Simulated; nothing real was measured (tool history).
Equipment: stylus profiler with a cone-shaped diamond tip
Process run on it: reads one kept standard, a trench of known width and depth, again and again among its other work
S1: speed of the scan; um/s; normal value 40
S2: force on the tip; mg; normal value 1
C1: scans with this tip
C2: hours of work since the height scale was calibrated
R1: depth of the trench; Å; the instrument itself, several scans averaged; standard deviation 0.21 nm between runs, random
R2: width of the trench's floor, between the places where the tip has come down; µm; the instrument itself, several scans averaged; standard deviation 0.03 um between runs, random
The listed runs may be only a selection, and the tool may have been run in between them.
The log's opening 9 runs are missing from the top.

| run | hour | S1 | S2 | C1 | C2 | R1 | R2 |
|---|---|---|---|---|---|---|---|
| 10 | 635.3 | 40 | 1 | 20351 | 500 | 10079.4 | 23.93 |
| 11 | 698.9 | 53 | 1 | 20721 | 545 | 10079.6 | 23.87 |
| 12 | 750.3 | 53 | 1 | 21021 | 581 | 10083.7 | 23.8 |
| 13 | 849.5 | 40 | 1 | 21600 | 652 | 10083.4 | 23.82 |
|  | 859.5 | height scale calibrated on a step standard |
| 14 | 932 | 40 | 1 | 22077 | 51 | 10080.4 | 23.74 |
| 15 | 1009.4 | 122 | 1 | 22529 | 106 | 10085.6 | 23.37 |
| 16 | 1070.2 | 40 | 0.4 | 22883 | 149 | 10047 | 23.54 |
| 17 | 1165.7 | 40 | 1 | 23439 | 217 | 10085.5 | 23.62 |
| 18 | 1223 | 40 | 1 | 23774 | 257 | 10086.8 | 23.58 |
|  | 1291 | height scale calibrated on a step standard, once more |
| 19 | 1291 | 21 | 1 | 24167 | 0 | 10079.7 | 23.65 |

Run 20 has not been measured yet. What should we expect?
| 20 | 1409.3 | 40 | 1 | 24857 | 84 | ? | ? |

{"run 20": {"R1": 10078.5, "R2": 23.5}}
Were there no unlogged condition in the tool, this run, its random variation unchanged, would have produced R1 10078.2 Å, R2 26.36 µm.
